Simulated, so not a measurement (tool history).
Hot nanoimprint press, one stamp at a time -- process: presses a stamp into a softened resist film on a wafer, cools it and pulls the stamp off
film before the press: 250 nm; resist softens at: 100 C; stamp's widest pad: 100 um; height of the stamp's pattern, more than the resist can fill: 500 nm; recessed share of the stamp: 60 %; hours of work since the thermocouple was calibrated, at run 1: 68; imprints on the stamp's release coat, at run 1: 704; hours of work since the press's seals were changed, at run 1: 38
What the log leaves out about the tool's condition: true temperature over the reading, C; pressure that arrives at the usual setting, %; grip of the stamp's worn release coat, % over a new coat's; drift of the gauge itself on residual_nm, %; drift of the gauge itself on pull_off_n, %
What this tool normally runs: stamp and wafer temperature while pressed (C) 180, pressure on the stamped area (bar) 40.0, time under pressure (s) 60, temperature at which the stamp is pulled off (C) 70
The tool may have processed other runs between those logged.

run   hour  stamp and wafer temperature while pressed (C)  pressure on the stamped area (bar)  time under pressure (s)  temperature at which the stamp is pulled off (C)  hours of work since the thermocouple was calibrated  imprints on the stamp's release coat  hours of work since the press's seals were changed  resist left under the stamp's widest pad (angstrom)  greatest force while the stamp is pulled off (N)
  1    0.0                                            180                                40.0                       60                                                70                                                   68                                   704                                                  38                                                 1219                                               114
  2    5.9                                            180                                40.0                       60                                                70                                                   72                                   726                                                  42                                                 1224                                               117
  3   16.2                                            180                                40.0                       60                                                64                                                   79                                   765                                                  49                                                 1215                                               132
  4   21.4                                            180                                40.0                       60                                                64                                                   83                                   785                                                  53                                                 1224                                               135
  5   30.2                                            180                                40.0                       60                                                64                                                   89                                   818                                                  59                                                 1223                                               130
  6   34.5                                            180                                25.0                       60                                                64                                                   92                                   834                                                  62                                                 1497                                               134
  7   38.9                                            189                                25.0                       60                                                64                                                   95                                   851                                                  65                                                 1225                                               132
  8   44.2                                            189                                25.0                       60                                                64                                                   99                                   871                                                  69                                                 1230                                               132
  9   53.7                                            180                                40.0                       60                                                70                                                  106                                   907                                                  76                                                 1224                                               120
 10   58.2                                            180                                40.0                       60                                                68                                                  109                                   924                                                  79                                                 1224                                               122
 11   68.7                                            180                                40.0                       60                                                68                                                  117                                   964                                                  87                                                 1216                                               126
 12   75.4                                            180                                36.6                       60                                                67                                                  121                                   989                                                  91                                                 1280                                               125
 13   80.9                                            180                                40.2                       77                                                55                                                  125                                  1010                                                  95                                                 1119                                               159
 14   89.4                                            169                                48.8                       77                                                71                                                  131                                  1042                                                 101                                                 1388                                               116
 15   96.6                                            169                                48.8                       77                                                71                                                  136                                  1069                                                 106                                                 1399                                               116
 16  105.4                                            171                                55.6                       37                                                74                                                  143                                  1102                                                 112                                                 1558                                               105
 17  114.5                                            189                                55.0                      113                                                57                                                  149                                  1137                                                 119                                                  633                                               151
 18  125.0                                            189                                55.0                      113                                                57                                                  156                                  1176                                                 126                                                  637                                               151
 19  133.2                                            189                                31.7                      113                                                57                                                  162                                  1207                                                 132                                                  864                                               154
 20  137.9                                            189                                31.7                      113                                                57                                                  166                                  1225                                                 135                                                  863                                               143

Alternative continuations, all from the tool just after run 20; predict every row:
  A  143.2                                            180                                36.9                      106                                                70                                                  169                                  1245                                                 139                                                    ?                                                 ?
  B  143.2                                            180                                63.4                       61                                                71                                                  169                                  1245                                                 139                                                    ?                                                 ?
  C  143.2                                            180                                51.4                       63                                                69                                                  169                                  1245                                                 139                                                    ?                                                 ?
  D  143.2                                            180                                62.9                       40                                                66                                                  169                                  1245                                                 139                                                    ?                                                 ?
  E  143.2                                            189                                31.7                      113                                                65                                                  169                                  1245                                                 139                                                    ?                                                 ?

run  resist left under the stamp's widest pad (angstrom)  greatest force while the stamp is pulled off (N)
  A                                                 1043                                               114
  B                                                  958                                               115
  C                                                 1053                                               124
  D                                                 1131                                               126
  E                                                  862                                               133
With no hidden state in the tool, these same runs would have given:
run  resist left under the stamp's widest pad (angstrom)  greatest force while the stamp is pulled off (N)
  A                                                 1043                                               113
  B                                                  957                                               114
  C                                                 1052                                               123
  D                                                 1131                                               125
  E                                                  861                                               131
